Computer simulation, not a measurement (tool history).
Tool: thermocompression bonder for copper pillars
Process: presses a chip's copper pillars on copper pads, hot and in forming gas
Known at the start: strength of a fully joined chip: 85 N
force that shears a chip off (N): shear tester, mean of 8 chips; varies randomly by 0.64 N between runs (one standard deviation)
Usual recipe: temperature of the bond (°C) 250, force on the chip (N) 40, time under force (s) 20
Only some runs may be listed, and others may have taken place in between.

| run | hour | temperature of the bond (°C) | force on the chip (N) | time under force (s) | force that shears a chip off (N) |
|---|---|---|---|---|---|
| 1 | 0.0 | 250 | 40 | 20 | 48.1 |
| 2 | 7.7 | 250 | 38 | 20 | 47.0 |
| 3 | 18.2 | 250 | 38 | 20 | 44.6 |
| 4 | 26.4 | 250 | 38 | 20 | 45.8 |
| 5 | 33.2 | 250 | 38 | 20 | 45.9 |
| 6 | 37.6 | 250 | 38 | 20 | 44.7 |
| 7 | 47.4 | 250 | 40 | 20 | 47.2 |
| 8 | 52.1 | 250 | 40 | 20 | 45.7 |
| 9 | 57.2 | 250 | 40 | 20 | 46.3 |
| 10 | 67.7 | 250 | 40 | 20 | 47.7 |
| 11 | 74.5 | 250 | 40 | 20 | 46.0 |
| 12 | 81.8 | 251 | 40 | 20 | 47.4 |
| 13 | 88.8 | 250 | 40 | 20 | 46.8 |
| 14 | 94.9 | 250 | 40 | 20 | 45.9 |
|  | 97.2 | force cell calibrated |
| 15 | 106.4 | 250 | 40 | 20 | 44.9 |
| 16 | 114.8 | 250 | 40 | 20 | 44.8 |
| 17 | 125.2 | 250 | 40 | 20 | 45.0 |
| 18 | 130.1 | 250 | 40 | 20 | 45.3 |
| 19 | 137.0 | 250 | 40 | 20 | 45.4 |
| 20 | 144.9 | 274 | 56 | 49 | 77.5 |
|  | 152.6 | force cell calibrated, once more |
| 21 | 155.7 | 230 | 39 | 44 | 44.2 |
| 22 | 162.1 | 265 | 40 | 48 | 63.7 |
| 23 | 171.2 | 227 | 60 | 20 | 48.4 |
| 24 | 179.7 | 227 | 60 | 20 | 47.7 |
| 25 | 187.3 | 272 | 40 | 20 | 57.5 |

What does the tool deliver on the next run?
| 26 | 197.7 | 238 | 27 | 20 | ? |

{"run 26": {"force that shears a chip off (N)": 24.0}}
Had the tool carried no hidden state, the very same run would have given force that shears a chip off (N) 27.3.
